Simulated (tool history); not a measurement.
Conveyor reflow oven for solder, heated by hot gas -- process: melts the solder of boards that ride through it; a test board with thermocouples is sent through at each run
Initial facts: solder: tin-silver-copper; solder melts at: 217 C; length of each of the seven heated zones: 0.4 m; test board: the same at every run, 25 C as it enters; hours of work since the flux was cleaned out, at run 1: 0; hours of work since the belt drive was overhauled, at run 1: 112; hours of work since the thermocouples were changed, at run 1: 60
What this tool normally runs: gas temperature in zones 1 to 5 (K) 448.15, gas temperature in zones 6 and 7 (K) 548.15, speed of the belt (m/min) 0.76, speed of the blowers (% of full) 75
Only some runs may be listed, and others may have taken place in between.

run     day  gas temperature in zones 1 to 5 (K)  gas temperature in zones 6 and 7 (K)  speed of the belt (m/min)  speed of the blowers (% of full)  hours of work since the flux was cleaned out  hours of work since the belt drive was overhauled  hours of work since the thermocouples were changed  highest temperature of the board (K)  time above the solder's melting point (s)
  1       0                               448.15                                548.15                       0.76                                75                                             0                                                112                                                  60                                530.45                                       49.7
  2   0.667                               448.15                                548.15                       0.76                                75                                             7                                                119                                                  67                                530.25                                       49.5
  3   1.712                               448.15                                548.15                       0.76                                75                                            17                                                130                                                  77                                530.05                                       49.9
  4    2.25                               448.15                                548.15                       0.76                                75                                            23                                                135                                                  83                                530.05                                       49.7
  5   3.046                               448.15                                548.15                       0.76                                75                                            31                                                143                                                  91                                530.05                                       49.5
  6   3.596                               448.15                                548.15                       0.76                                75                                            36                                                148                                                  96                                530.25                                       49.8
  7   4.446                               448.15                                548.15                       0.76                                65                                            45                                                157                                                 105                                528.55                                       48.5
  8     5.3                               448.15                                548.15                       0.76                                65                                            53                                                166                                                 113                                528.35                                       48.6
  9   6.292                               448.15                                548.15                       0.76                                65                                            63                                                175                                                 123                                528.35                                       48.1
 10   6.925                               448.15                                548.15                       0.76                                65                                            69                                                182                                                 130                                528.35                                       48.7
 11     7.8                               448.15                                548.15                       0.76                                71                                            78                                                191                                                 138                                529.45                                       49.4
 12   8.846                               448.15                                548.15                       0.76                                71                                            89                                                201                                                 149                                529.55                                       49.4
 13  10.021                               448.15                                548.15                       0.76                                80                                           100                                                213                                                 161                                531.05                                       50.1
 14  10.667                               448.15                                548.15                       0.76                                80                                           107                                                219                                                 167                                531.15                                       50.3
 15  11.638                               448.15                                548.15                       0.76                                80                                           117                                                229                                                 177                                530.95                                       49.8
 16  12.558                               448.15                                548.15                       0.76                                80                                           126                                                238                                                 186                                530.95                                       50.1
 17  13.567                               448.15                                543.15                       0.76                                61                                           136                                                248                                                 196                                523.15                                       45.4
 18  14.308                               455.15                                538.15                      0.879                                88                                           143                                                256                                                 204                                520.25                                       39.5
 19  14.838                               455.15                                538.15                      0.906                                79                                           149                                                261                                                 209                                518.05                                       36.3
 20  15.533                               444.15                                538.15                      0.708                                56                                           156                                                268                                                 216                                519.95                                       45.2
 21  16.642                               434.15                                542.15                      0.739                                63                                           167                                                279                                                 227                                521.05                                       41.7
 22  17.542                               434.15                                538.15                      0.739                                51                                           176                                                288                                                 236                                514.55                                       35.9
 23  18.692                               434.15                                538.15                      0.739                                51                                           187                                                300                                                 248                                514.95                                       35.6
 24  19.833                               455.15                                538.15                      0.725                                74                                           199                                                311                                                 259                                524.35                                       51.4
 25  20.492                               455.15                                538.15                      0.725                                74                                           205                                                318                                                 266                                524.05                                       51.4
 26  21.425                               435.15                                556.15                      0.725                                74                                           215                                                327                                                 275                                536.35                                       51.5
 27  22.242                               448.15                                544.15                       0.76                                68                                           223                                                335                                                 283                                525.75                                         47
 28  23.008                               448.15                                544.15                       0.76                                68                                           231                                                343                                                 291                                525.45                                       46.7
 29  23.588                               448.15                                553.15                       0.76                                73                                           237                                                349                                                 297                                533.85                                       51.7
 30  24.662                               448.15                                553.15                       0.76                                73                                           247                                                360                                                 307                                533.95                                       51.4
     25.742  -- flux residue cleaned out of gas plates and filters
 31  25.962                               448.15                                539.15                       0.76                                75                                             2                                                371                                                 318                                522.55                                       45.6

Alternative continuations, all from the tool just after run 31; predict every row:
  A  26.967                               460.15                                548.15                      0.876                                67                                            12                                                381                                                 328                                     ?                                          ?
  B  26.967                               448.15                                542.15                      0.685                                66                                            12                                                381                                                 328                                     ?                                          ?
  C  26.967                               461.15                                548.15                      0.632                                75                                            12                                                381                                                 328                                     ?                                          ?

run  highest temperature of the board (K)  time above the solder's melting point (s)
  A                                526.25                                       43.7
  B                                526.65                                       53.7
  C                                537.35                                       69.4
With no hidden state in the tool, these same runs would have given:
run  highest temperature of the board (K)  time above the solder's melting point (s)
  A                                526.25                                       43.7
  B                                526.65                                       53.7
  C                                537.35                                       69.4
